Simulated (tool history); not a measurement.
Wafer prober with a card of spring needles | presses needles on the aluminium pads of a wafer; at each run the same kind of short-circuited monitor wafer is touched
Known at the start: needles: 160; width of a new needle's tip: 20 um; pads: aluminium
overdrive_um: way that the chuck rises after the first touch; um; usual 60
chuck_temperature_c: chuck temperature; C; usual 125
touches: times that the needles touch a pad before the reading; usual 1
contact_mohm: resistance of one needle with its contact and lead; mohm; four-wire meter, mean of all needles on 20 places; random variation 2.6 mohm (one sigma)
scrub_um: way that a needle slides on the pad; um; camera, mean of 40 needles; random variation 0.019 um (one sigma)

run	hour	overdrive_um	chuck_temperature_c	touches	contact_mohm	scrub_um
1	0.0	60	125	1	296	7.86
# hour 26.2: tips cleaned on abrasive film
2	34.0	60	125	1	295	7.84
3	63.2	60	125	1	299	7.87
# hour 82.3: tips cleaned on abrasive film
4	95.8	60	125	1	298	7.86
5	125.3	60	125	1	297	7.89
# hour 139.2: tips cleaned on abrasive film
6	167.0	60	125	1	296	7.88
# hour 196.0: tips cleaned on abrasive film
7	209.0	60	125	1	295	7.91
8	241.9	60	96	1	288	7.91
# hour 253.8: tips cleaned on abrasive film
9	272.2	60	91	1	282	7.92
10	303.5	60	91	1	282	7.95
# hour 310.3: tips cleaned on abrasive film
11	331.3	53	82	2	286	7.00
# hour 338.1: height of the first contact set anew
12	358.3	41	73	2	290	5.40
# hour 367.7: tips cleaned on abrasive film
13	393.6	44	44	1	278	5.83
# hour 405.7: gauge calibrated
# hour 425.1: tips cleaned on abrasive film
14	434.5	44	44	1	276	5.76
15	479.9	67	125	2	296	8.82
# hour 483.1: tips cleaned on abrasive film
16	521.4	67	125	2	299	8.80
# hour 541.5: tips cleaned on abrasive film
17	559.0	53	57	2	279	6.96

4 ways to go on from here, each from the tool as it stands after run 17. What would each give?
A	587.5	41	54	3	?	?
B	587.5	52	28	2	?	?
C	587.5	53	31	2	?	?
D	587.5	68	69	1	?	?

run	contact_mohm	scrub_um
A	285	5.39
B	272	6.82
C	269	6.99
D	276	8.95
Without the tool's hidden state the same runs would have given:
run	contact_mohm	scrub_um
A	284	5.36
B	271	6.78
C	268	6.95
D	275	8.89

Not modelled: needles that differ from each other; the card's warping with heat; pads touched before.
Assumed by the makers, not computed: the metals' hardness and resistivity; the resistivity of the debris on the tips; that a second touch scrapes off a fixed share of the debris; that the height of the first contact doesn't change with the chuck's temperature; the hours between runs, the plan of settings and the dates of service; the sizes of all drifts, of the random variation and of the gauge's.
